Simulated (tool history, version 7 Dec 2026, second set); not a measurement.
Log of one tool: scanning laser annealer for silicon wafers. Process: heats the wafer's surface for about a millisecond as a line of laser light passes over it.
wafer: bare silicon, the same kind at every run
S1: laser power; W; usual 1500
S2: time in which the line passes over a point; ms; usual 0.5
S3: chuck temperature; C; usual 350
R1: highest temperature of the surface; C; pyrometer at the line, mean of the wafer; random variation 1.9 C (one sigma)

Run 1, hour 0: usual settings. Result: R1 1145 C.
Run 2, hour 14.6: usual settings. Result: R1 1149 C.
Run 3, hour 28.1: usual settings but S3 380 C. Result: R1 1180 C.
Run 4, hour 38.8: usual settings but S3 380 C. Result: R1 1175 C.
Run 5, hour 52.5: usual settings but S3 380 C. Result: R1 1175 C.
Run 6, hour 68.9: usual settings but S1 1369 W. Result: R1 1070 C.
Run 7, hour 86.5: usual settings but S1 1369 W. Result: R1 1070 C.
Run 8, hour 100.1: usual settings but S1 1369 W. Result: R1 1070 C.
Run 9, hour 110.6: usual settings but S1 1369 W. Result: R1 1071 C.
Run 10, hour 123.2: usual settings but S1 1369 W. Result: R1 1065 C.
Run 11, hour 148.3: usual settings. Result: R1 1137 C.
Run 12, hour 163.7: usual settings. Result: R1 1138 C.
Run 13, hour 181.5: usual settings. Result: R1 1135 C.
At hour 185.4: window over the wafer cleaned.
Run 14, hour 200.8: usual settings. Result: R1 1112 C.
Run 15, hour 218.3: usual settings. Result: R1 1108 C.
Run 16, hour 231.4: usual settings. Result: R1 1109 C.
Run 17, hour 244.4: usual settings. Result: R1 1109 C.
Run 18, hour 262.4: usual settings. Result: R1 1107 C.
Run 19, hour 279.2: usual settings. Result: R1 1102 C.
Run 20, hour 294.7: usual settings. Result: R1 1103 C.
Run 21, hour 306: usual settings. Result: R1 1099 C.
At hour 312.9: window over the wafer cleaned, once more.
Run 22, hour 323.1: usual settings but S1 1372 W, S2 0.57 ms, S3 352 C. Result: R1 1139 C.
Run 23, hour 338.5: usual settings but S1 1618 W, S2 0.611 ms, S3 313 C. Result: R1 1284 C.
Run 24, hour 361: usual settings but S1 1618 W, S2 0.611 ms, S3 313 C. Result: R1 1279 C.
Run 25, hour 375.6: usual settings but S1 1520 W, S2 0.537 ms, S3 367 C. Result: R1 1215 C.
Run 26, hour 394.3: usual settings but S1 1401 W, S2 0.608 ms, S3 369 C. Result: R1 1192 C.
Run 27, hour 416.5: usual settings but S2 0.428 ms, S3 357 C. Result: R1 1102 C.
Run 28, hour 440.8: usual settings but S1 1401 W. Result: R1 1097 C.
Run 29, hour 466.5: usual settings but S1 1605 W, S2 0.563 ms, S3 371 C. Result: R1 1284 C.
Run 30, hour 491.8: usual settings but S1 1597 W, S2 0.466 ms, S3 377 C. Result: R1 1200 C.
Run 31, hour 516.1: usual settings but S1 1434 W, S2 0.504 ms, S3 319 C. Result: R1 1080 C.
Run 32, hour 535: usual settings but S1 1518 W, S2 0.384 ms, S3 319 C. Result: R1 1025 C.
Run 33, hour 546.4: usual settings but S1 1518 W, S2 0.384 ms, S3 319 C. Result: R1 1026 C.
Run 34, hour 563.7: usual settings but S1 1518 W, S2 0.384 ms, S3 319 C. Result: R1 1025 C.
Run 35, hour 576.2: usual settings but S1 1428 W, S2 0.371 ms, S3 364 C. Result: R1 1011 C.
Run 36, hour 600.5: usual settings but S1 1428 W, S2 0.371 ms, S3 351 C. Result: R1 997 C.
Run 37, hour 615.7: usual settings but S1 1636 W, S2 0.38 ms. Result: R1 1108 C.
Run 38, hour 634.2: usual settings but S1 1642 W, S2 0.425 ms. Result: R1 1148 C.
Run 39, hour 659.1: usual settings but S1 1642 W, S2 0.425 ms. Result: R1 1147 C.
Run 40, hour 680.5: usual settings but S1 1642 W, S2 0.425 ms. Result: R1 1142 C.
Run 41, hour 703.2: usual settings but S1 1416 W, S2 0.495 ms, S3 351 C. Result: R1 1083 C.

Forecast each of these 4 alternatives for the next run:
Run A, hour 722.6: usual settings but S2 0.472 ms. Result: R1 ?.
Run B, hour 722.6: usual settings but S1 1622 W, S2 0.406 ms, S3 365 C. Result: R1 ?.
Run C, hour 722.6: usual settings but S1 1547 W, S2 0.527 ms, S3 384 C. Result: R1 ?.
Run D, hour 722.6: usual settings but S1 1416 W, S2 0.483 ms, S3 325 C. Result: R1 ?.

run    R1
  A  1107
  B  1128
  C  1208
  D  1044
Without the tool's hidden state the same runs would have given:
run    R1
  A  1160
  B  1182
  C  1265
  D  1094
